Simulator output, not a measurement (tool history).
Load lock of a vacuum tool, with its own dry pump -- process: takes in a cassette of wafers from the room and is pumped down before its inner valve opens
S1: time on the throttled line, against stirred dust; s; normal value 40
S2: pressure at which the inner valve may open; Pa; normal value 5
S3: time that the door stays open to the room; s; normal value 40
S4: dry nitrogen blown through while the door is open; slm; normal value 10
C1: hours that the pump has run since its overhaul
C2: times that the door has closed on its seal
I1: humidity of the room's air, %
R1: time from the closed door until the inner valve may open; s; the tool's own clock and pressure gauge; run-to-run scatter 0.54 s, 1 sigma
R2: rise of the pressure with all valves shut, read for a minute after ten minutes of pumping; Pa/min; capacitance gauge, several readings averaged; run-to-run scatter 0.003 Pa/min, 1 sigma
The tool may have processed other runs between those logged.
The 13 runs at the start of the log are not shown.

run    hour  S1  S2   S3  S4     C1     C2    I1     R1     R2
 14  3275.9  21   5   40  10   4873  49105  45.3   59.2  0.043
 15  3514.6  21   5   40  10   5111  49785  43.7   59.6  0.045
 16  3863.9  21   5   40  10   5461  50779  41.0   59.6  0.032
 17  4165.7  21   5   40  10   5762  51638  47.1   59.3  0.051
 18  4453.8  40   5   40  10   6051  52458  47.4   74.1  0.046
 19  4739.8  40   5   40  10   6337  53273  45.3   74.9  0.046
 20  4895.1  43   4   46  19   6492  53715  45.1   77.1  0.029
 21  5107.7  40   5  101  10   6704  54320  44.9   74.3  0.076
 22  5452.1  72   4   40   6   7049  55301  46.0  101.7  0.055
 23  5797.2  55   5   40  10   7394  56283  43.4   87.6  0.043
     6049.6  -- door's seal changed, seat wiped
 24  6136.4  55   5   40  10   7732    247  44.7   87.0  0.040
 25  6432.8  27   8   32   5   8028   1091  45.1   62.0  0.044
 26  6717.8  27   8   32   5   8313   1903  42.0   61.4  0.044
 27  7007.0  27   5   32  44   8602   2726  47.2   64.0  0.018
 28  7253.0  27   5   32  44   8848   3427  44.9   64.8  0.016
 29  7577.3  27   5   32   8   9172   4350  41.7   64.6  0.036
 30  7868.3  76   5  228  13   9463   5178  41.7  103.5  0.102
 31  8019.5  76   5  228  13   9615   5609  44.0  104.7  0.108
 32  8220.3  40   9   40   8   9815   6180  46.0   72.0  0.052
 33  8471.8  40   8   40  17  10067   6897  46.8   72.4  0.035
 34  8786.5  28   8   40  17  10382   7792  45.0   63.5  0.035
 35  9122.3  32   5   40   8  10717   8748  45.3   67.8  0.044
 36  9454.1  32   5   40   8  11049   9693  46.7   68.2  0.043

Forecast each of these 4 alternatives for the next run:
  A  9608.6  32   5  160   8  11204  10133  44.9   ?   ?
  B  9608.6  33   5   47   6  11204  10133  43.8   ?   ?
  C  9608.6  48   6   40  10  11204  10133  46.3   ?   ?
  D  9608.6  46   6   40   7  11204  10133  46.4   ?   ?

run    R1     R2
  A  68.3  0.104
  B  68.3  0.056
  C  80.6  0.050
  D  79.7  0.051
Take away the tool's hidden state, keep each run's random variation, and the runs would have read:
run    R1     R2
  A  68.3  0.104
  B  68.3  0.056
  C  80.6  0.050
  D  79.7  0.051
